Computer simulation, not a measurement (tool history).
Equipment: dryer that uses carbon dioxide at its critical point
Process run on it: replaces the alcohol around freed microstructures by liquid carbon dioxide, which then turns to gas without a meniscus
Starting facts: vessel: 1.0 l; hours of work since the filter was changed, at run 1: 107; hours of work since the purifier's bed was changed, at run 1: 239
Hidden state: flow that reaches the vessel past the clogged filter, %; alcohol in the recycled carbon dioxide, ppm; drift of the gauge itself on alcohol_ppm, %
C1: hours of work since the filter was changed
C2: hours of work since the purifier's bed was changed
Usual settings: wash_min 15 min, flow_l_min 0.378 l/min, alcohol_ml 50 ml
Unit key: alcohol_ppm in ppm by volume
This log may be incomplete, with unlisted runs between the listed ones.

{"run": 1, "hour": 0.0, "wash_min": 15, "flow_l_min": 0.378, "alcohol_ml": 50, "C1": 107, "C2": 239, "alcohol_ppm": 328}
{"run": 2, "hour": 6.8, "wash_min": 15, "flow_l_min": 0.378, "alcohol_ml": 50, "C1": 110, "C2": 242, "alcohol_ppm": 345}
{"run": 3, "hour": 18.3, "wash_min": 15, "flow_l_min": 0.378, "alcohol_ml": 50, "C1": 116, "C2": 248, "alcohol_ppm": 334}
{"run": 4, "hour": 28.3, "wash_min": 15, "flow_l_min": 0.378, "alcohol_ml": 50, "C1": 121, "C2": 253, "alcohol_ppm": 351}
{"run": 5, "hour": 36.2, "wash_min": 19, "flow_l_min": 0.378, "alcohol_ml": 50, "C1": 126, "C2": 258, "alcohol_ppm": 123}
{"run": 6, "hour": 46.0, "wash_min": 19, "flow_l_min": 0.378, "alcohol_ml": 50, "C1": 131, "C2": 263, "alcohol_ppm": 128}
{"run": 7, "hour": 55.4, "wash_min": 19, "flow_l_min": 0.378, "alcohol_ml": 50, "C1": 136, "C2": 268, "alcohol_ppm": 129}
{"run": 8, "hour": 60.9, "wash_min": 15, "flow_l_min": 0.378, "alcohol_ml": 86, "C1": 139, "C2": 271, "alcohol_ppm": 561}
{"run": 9, "hour": 72.4, "wash_min": 15, "flow_l_min": 0.378, "alcohol_ml": 30, "C1": 145, "C2": 277, "alcohol_ppm": 239}
{"run": 10, "hour": 80.7, "wash_min": 15, "flow_l_min": 0.378, "alcohol_ml": 30, "C1": 149, "C2": 281, "alcohol_ppm": 247}
{"run": 11, "hour": 88.5, "wash_min": 15, "flow_l_min": 0.378, "alcohol_ml": 30, "C1": 153, "C2": 285, "alcohol_ppm": 237}
{"run": 12, "hour": 94.1, "wash_min": 18, "flow_l_min": 0.638, "alcohol_ml": 118, "C1": 156, "C2": 288, "alcohol_ppm": 71}
{"run": 13, "hour": 102.3, "wash_min": 10, "flow_l_min": 0.378, "alcohol_ml": 93, "C1": 160, "C2": 292, "alcohol_ppm": 3193}
{"run": 14, "hour": 108.0, "wash_min": 10, "flow_l_min": 0.378, "alcohol_ml": 93, "C1": 163, "C2": 295, "alcohol_ppm": 3217}
{"run": 15, "hour": 117.8, "wash_min": 15, "flow_l_min": 0.419, "alcohol_ml": 70, "C1": 168, "C2": 300, "alcohol_ppm": 295}
{"run": 16, "hour": 123.3, "wash_min": 23, "flow_l_min": 0.336, "alcohol_ml": 24, "C1": 171, "C2": 303, "alcohol_ppm": 86}
{"run": 17, "hour": 134.0, "wash_min": 23, "flow_l_min": 0.336, "alcohol_ml": 24, "C1": 177, "C2": 309, "alcohol_ppm": 87}
{"run": 18, "hour": 145.1, "wash_min": 17, "flow_l_min": 0.415, "alcohol_ml": 105, "C1": 183, "C2": 315, "alcohol_ppm": 245}
{"run": 19, "hour": 153.1, "wash_min": 14, "flow_l_min": 0.378, "alcohol_ml": 50, "C1": 187, "C2": 319, "alcohol_ppm": 535}
{"run": 20, "hour": 162.3, "wash_min": 12, "flow_l_min": 0.247, "alcohol_ml": 50, "C1": 192, "C2": 324, "alcohol_ppm": 4021}
{"run": 21, "hour": 171.2, "wash_min": 17, "flow_l_min": 0.378, "alcohol_ml": 36, "C1": 196, "C2": 328, "alcohol_ppm": 190}

Branching from run 21: 3 alternative next runs. What would each branch give?
{"run": "A", "hour": 180.2, "wash_min": 17, "flow_l_min": 0.378, "alcohol_ml": 62, "C1": 201, "C2": 333, "alcohol_ppm": "?"}
{"run": "B", "hour": 180.2, "wash_min": 15, "flow_l_min": 0.549, "alcohol_ml": 50, "C1": 201, "C2": 333, "alcohol_ppm": "?"}
{"run": "C", "hour": 180.2, "wash_min": 22, "flow_l_min": 0.279, "alcohol_ml": 69, "C1": 201, "C2": 333, "alcohol_ppm": "?"}

run=A alcohol_ppm=258
run=B alcohol_ppm=99
run=C alcohol_ppm=401
With no hidden state in the tool, these same runs would have given:
run=A alcohol_ppm=138
run=B alcohol_ppm=28
run=C alcohol_ppm=242
